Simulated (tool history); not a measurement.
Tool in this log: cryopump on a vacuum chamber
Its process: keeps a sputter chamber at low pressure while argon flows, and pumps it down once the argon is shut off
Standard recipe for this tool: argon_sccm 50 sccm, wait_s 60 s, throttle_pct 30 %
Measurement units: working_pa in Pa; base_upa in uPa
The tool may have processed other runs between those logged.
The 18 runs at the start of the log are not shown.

run	hour	argon_sccm	wait_s	throttle_pct	working_pa	base_upa
19	1104.7	50	60	30	0.1359	2.11
20	1175.9	50	60	30	0.1368	2.14
21	1234.4	54	32	30	0.1481	3.01
22	1310.9	54	61	30	0.1489	2.13
23	1354.7	54	267	30	0.1483	1.39
24	1398.2	27	80	53	0.0424	1.91
25	1470.6	35	161	18	0.1593	1.56
26	1517.3	26	69	26	0.0830	2.13
27	1598.7	38	230	42	0.0768	1.50
28	1642.9	38	230	42	0.0763	1.58
29	1696.2	30	24	57	0.0456	3.62
30	1732.2	48	69	17	0.2338	2.20
31	1775.2	38	39	19	0.1676	2.68
32	1850.9	38	37	18	0.1757	2.96
33	1920.1	25	42	26	0.0803	2.80

Below are 5 alternative next runs, each starting from the tool's condition after run 33. Predict each:
A	1973.8	74	57	46	?	?
B	1973.8	80	27	22	?	?
C	1973.8	59	216	29	?	?
D	1973.8	25	42	19	?	?
E	1973.8	92	232	18	?	?

run	working_pa	base_upa
A	0.1403	2.45
B	0.3046	3.62
C	0.1744	1.61
D	0.1102	2.84
E	0.4254	1.65
What these runs would have given with no unlogged condition in the tool:
run	working_pa	base_upa
A	0.1306	1.19
B	0.2941	2.36
C	0.1666	0.38
D	0.1069	1.58
E	0.4133	0.37

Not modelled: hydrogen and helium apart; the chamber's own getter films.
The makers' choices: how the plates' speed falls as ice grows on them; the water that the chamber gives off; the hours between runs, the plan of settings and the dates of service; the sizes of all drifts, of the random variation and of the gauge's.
